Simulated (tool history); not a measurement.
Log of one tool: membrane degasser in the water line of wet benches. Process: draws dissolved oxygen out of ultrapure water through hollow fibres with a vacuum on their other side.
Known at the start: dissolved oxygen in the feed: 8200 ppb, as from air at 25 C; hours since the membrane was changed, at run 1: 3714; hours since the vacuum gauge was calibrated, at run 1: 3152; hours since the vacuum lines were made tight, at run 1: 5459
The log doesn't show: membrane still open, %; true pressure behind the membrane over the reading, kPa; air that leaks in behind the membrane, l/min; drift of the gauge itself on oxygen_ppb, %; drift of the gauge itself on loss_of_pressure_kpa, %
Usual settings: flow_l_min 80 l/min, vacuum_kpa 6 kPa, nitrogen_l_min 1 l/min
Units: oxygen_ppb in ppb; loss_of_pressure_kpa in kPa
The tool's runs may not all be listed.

run    hour  flow_l_min  vacuum_kpa  nitrogen_l_min  hours since the membrane was changed  hours since the vacuum gauge was calibrated  hours since the vacuum lines were made tight  oxygen_ppb  loss_of_pressure_kpa
  1       0          80           6               1                                  3714                                         3152                                          5459         367                 30.07
  2   166.4          80           6               1                                  3881                                         3318                                          5625       366.5                 30.08
        223  -- seals of the vacuum lines changed
  3   341.5          80           6               1                                  4054                                         3491                                           118       368.8                 29.93
  4   493.1          80           6               1                                  4206                                         3643                                           270       368.6                 29.91
  5   668.7          80           6               1                                  4381                                         3819                                           446       366.2                 29.88
  6   783.2          69           6               1                                  4496                                         3933                                           560       332.7                 25.81
  7     927          69           6               1                                  4639                                         4077                                           704       335.5                 25.79
  8  1038.3          69           6               1                                  4751                                         4188                                           815       334.8                 25.55
  9  1150.5          69           6               1                                  4863                                         4300                                           927       332.8                  25.8
 10  1326.7          80           6            1.42                                  5039                                         4477                                          1104       290.4                 29.79
 11  1407.4          80           6            1.42                                  5120                                         4557                                          1184       291.1                 29.96
 12    1565          80           6            1.42                                  5278                                         4715                                          1342       290.8                 30.08
 13  1646.5          80           6            1.42                                  5359                                         4796                                          1423       292.9                 29.91
 14  1723.3          80           6            1.42                                  5436                                         4873                                          1500       291.2                 29.99
 15  1810.2          80           6               1                                  5523                                         4960                                          1587       369.5                 29.98
 16  1888.5          83           6               1                                  5601                                         5038                                          1665       378.3                 31.04
 17  2042.5          83           6               1                                  5755                                         5192                                          1819       384.2                 31.15
 18  2210.8          80        12.4               1                                  5923                                         5361                                          1988      1129.2                 29.67
 19  2293.2          82       13.28             0.9                                  6006                                         5443                                          2070      1337.7                 30.51
 20  2382.9          76        5.16            0.81                                  6095                                         5533                                          2160       290.6                 28.26
 21  2559.6          98        3.63            0.45                                  6272                                         5710                                          2337       108.6                 36.42
 22  2719.6         111           6               1                                  6432                                         5869                                          2497       463.5                 41.89
 23  2808.3         111         8.4            0.44                                  6521                                         5958                                          2585      1229.6                 41.37
 24  2940.6          76         8.4             0.5                                  6653                                         6090                                          2718       969.8                 28.46
 25  3098.4          76         8.4             0.5                                  6811                                         6248                                          2875       977.3                 28.57
 26    3217          76         8.4             0.5                                  6929                                         6367                                          2994         973                 28.76
     3271.6  -- vacuum gauge calibrated
 27  3402.5          76         8.4             0.5                                  7114                                          131                                          3179       972.2                 28.18
 28  3571.2          76         8.4             0.5                                  7283                                          300                                          3348       978.3                 28.69
     3636.4  -- gauge calibrated
 29  3727.3         101        6.98            0.85                                  7439                                          456                                          3504       625.9                 37.52
 30    3891         116        4.15            2.77                                  7603                                          619                                          3667        91.7                 43.58

The next listed run, before its measurement:
 31  3971.4         115        4.15            2.77                                  7683                                          700                                          3748           ?                     ?

oxygen_ppb: 90.9 ppb
loss_of_pressure_kpa: 42.9 kPa
Without the tool's hidden state the same run would have given oxygen_ppb 90.7 ppb, loss_of_pressure_kpa 42.88 kPa.
